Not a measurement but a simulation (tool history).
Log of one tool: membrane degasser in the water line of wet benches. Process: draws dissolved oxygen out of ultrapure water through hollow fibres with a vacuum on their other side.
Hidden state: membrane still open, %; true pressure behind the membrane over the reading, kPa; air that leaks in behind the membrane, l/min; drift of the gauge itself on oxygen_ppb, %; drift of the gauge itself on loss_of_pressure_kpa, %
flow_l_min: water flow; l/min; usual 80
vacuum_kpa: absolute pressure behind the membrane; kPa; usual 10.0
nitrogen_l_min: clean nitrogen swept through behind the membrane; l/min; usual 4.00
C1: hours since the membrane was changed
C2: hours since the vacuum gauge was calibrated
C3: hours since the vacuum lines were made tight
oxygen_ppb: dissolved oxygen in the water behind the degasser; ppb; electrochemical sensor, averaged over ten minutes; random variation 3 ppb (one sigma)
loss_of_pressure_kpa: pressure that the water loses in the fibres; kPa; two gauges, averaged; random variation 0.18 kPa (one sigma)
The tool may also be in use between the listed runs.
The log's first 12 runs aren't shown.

{"run": 13, "day": 113.762, "flow_l_min": 80, "vacuum_kpa": 17.4, "nitrogen_l_min": 4.0, "C1": 5401, "C2": 486, "C3": 6274, "oxygen_ppb": 624.5, "loss_of_pressure_kpa": 32.03}
{"run": 14, "day": 119.746, "flow_l_min": 80, "vacuum_kpa": 10.0, "nitrogen_l_min": 7.6, "C1": 5545, "C2": 630, "C3": 6418, "oxygen_ppb": 188.5, "loss_of_pressure_kpa": 32.01}
{"run": 15, "day": 125.992, "flow_l_min": 80, "vacuum_kpa": 10.0, "nitrogen_l_min": 7.6, "C1": 5695, "C2": 779, "C3": 6568, "oxygen_ppb": 189.4, "loss_of_pressure_kpa": 32.13}
{"run": 16, "day": 136.729, "flow_l_min": 66, "vacuum_kpa": 10.0, "nitrogen_l_min": 7.6, "C1": 5952, "C2": 1037, "C3": 6825, "oxygen_ppb": 155.0, "loss_of_pressure_kpa": 26.31}
{"run": 17, "day": 144.325, "flow_l_min": 115, "vacuum_kpa": 12.9, "nitrogen_l_min": 11.67, "C1": 6135, "C2": 1219, "C3": 7008, "oxygen_ppb": 270.8, "loss_of_pressure_kpa": 46.26}
{"day": 153.192, "done": "vacuum gauge calibrated, once more"}
{"run": 18, "day": 154.762, "flow_l_min": 80, "vacuum_kpa": 23.9, "nitrogen_l_min": 4.0, "C1": 6385, "C2": 38, "C3": 7258, "oxygen_ppb": 858.3, "loss_of_pressure_kpa": 32.4}
{"run": 19, "day": 166.842, "flow_l_min": 80, "vacuum_kpa": 10.0, "nitrogen_l_min": 3.41, "C1": 6674, "C2": 328, "C3": 7547, "oxygen_ppb": 346.8, "loss_of_pressure_kpa": 32.61}
{"run": 20, "day": 179.167, "flow_l_min": 80, "vacuum_kpa": 10.0, "nitrogen_l_min": 3.41, "C1": 6970, "C2": 623, "C3": 7843, "oxygen_ppb": 347.8, "loss_of_pressure_kpa": 32.51}
{"run": 21, "day": 189.5, "flow_l_min": 80, "vacuum_kpa": 10.0, "nitrogen_l_min": 3.41, "C1": 7218, "C2": 871, "C3": 8091, "oxygen_ppb": 342.6, "loss_of_pressure_kpa": 32.39}
{"run": 22, "day": 198.408, "flow_l_min": 125, "vacuum_kpa": 16.0, "nitrogen_l_min": 2.09, "C1": 7432, "C2": 1085, "C3": 8305, "oxygen_ppb": 1290.0, "loss_of_pressure_kpa": 51.22}
{"run": 23, "day": 204.929, "flow_l_min": 125, "vacuum_kpa": 16.0, "nitrogen_l_min": 2.09, "C1": 7589, "C2": 1242, "C3": 8462, "oxygen_ppb": 1281.5, "loss_of_pressure_kpa": 50.81}
{"run": 24, "day": 213.096, "flow_l_min": 125, "vacuum_kpa": 16.0, "nitrogen_l_min": 2.09, "C1": 7784, "C2": 1438, "C3": 8658, "oxygen_ppb": 1292.7, "loss_of_pressure_kpa": 50.92}
{"run": 25, "day": 219.083, "flow_l_min": 80, "vacuum_kpa": 9.5, "nitrogen_l_min": 4.0, "C1": 7928, "C2": 1581, "C3": 8801, "oxygen_ppb": 293.8, "loss_of_pressure_kpa": 32.51}
{"run": 26, "day": 225.35, "flow_l_min": 56, "vacuum_kpa": 21.4, "nitrogen_l_min": 2.09, "C1": 8079, "C2": 1732, "C3": 8952, "oxygen_ppb": 961.7, "loss_of_pressure_kpa": 22.93}
{"run": 27, "day": 233.208, "flow_l_min": 56, "vacuum_kpa": 21.4, "nitrogen_l_min": 2.09, "C1": 8267, "C2": 1920, "C3": 9140, "oxygen_ppb": 962.7, "loss_of_pressure_kpa": 22.92}
{"run": 28, "day": 245.442, "flow_l_min": 49, "vacuum_kpa": 10.0, "nitrogen_l_min": 2.43, "C1": 8561, "C2": 2214, "C3": 9434, "oxygen_ppb": 304.1, "loss_of_pressure_kpa": 20.14}
{"run": 29, "day": 259.046, "flow_l_min": 73, "vacuum_kpa": 13.8, "nitrogen_l_min": 2.43, "C1": 8887, "C2": 2540, "C3": 9760, "oxygen_ppb": 642.8, "loss_of_pressure_kpa": 30.15}
{"run": 30, "day": 267.879, "flow_l_min": 73, "vacuum_kpa": 13.8, "nitrogen_l_min": 2.43, "C1": 9099, "C2": 2752, "C3": 9972, "oxygen_ppb": 639.9, "loss_of_pressure_kpa": 30.16}
{"run": 31, "day": 279.583, "flow_l_min": 80, "vacuum_kpa": 10.0, "nitrogen_l_min": 2.24, "C1": 9380, "C2": 3033, "C3": 10253, "oxygen_ppb": 488.0, "loss_of_pressure_kpa": 32.79}

Forecast each of these 3 alternatives for the next run:
{"run": "A", "day": 287.754, "flow_l_min": 51, "vacuum_kpa": 10.0, "nitrogen_l_min": 2.24, "C1": 9576, "C2": 3229, "C3": 10449, "oxygen_ppb": "?", "loss_of_pressure_kpa": "?"}
{"run": "B", "day": 287.754, "flow_l_min": 58, "vacuum_kpa": 10.0, "nitrogen_l_min": 10.16, "C1": 9576, "C2": 3229, "C3": 10449, "oxygen_ppb": "?", "loss_of_pressure_kpa": "?"}
{"run": "C", "day": 287.754, "flow_l_min": 80, "vacuum_kpa": 20.4, "nitrogen_l_min": 2.24, "C1": 9576, "C2": 3229, "C3": 10449, "oxygen_ppb": "?", "loss_of_pressure_kpa": "?"}

run=A oxygen_ppb=340.6 loss_of_pressure_kpa=21.13
run=B oxygen_ppb=99.3 loss_of_pressure_kpa=23.94
run=C oxygen_ppb=1155.8 loss_of_pressure_kpa=32.93
Without the tool's hidden state the same runs would have given:
run=A oxygen_ppb=331.4 loss_of_pressure_kpa=20.01
run=B oxygen_ppb=95.2 loss_of_pressure_kpa=22.66
run=C oxygen_ppb=1142.0 loss_of_pressure_kpa=31.17

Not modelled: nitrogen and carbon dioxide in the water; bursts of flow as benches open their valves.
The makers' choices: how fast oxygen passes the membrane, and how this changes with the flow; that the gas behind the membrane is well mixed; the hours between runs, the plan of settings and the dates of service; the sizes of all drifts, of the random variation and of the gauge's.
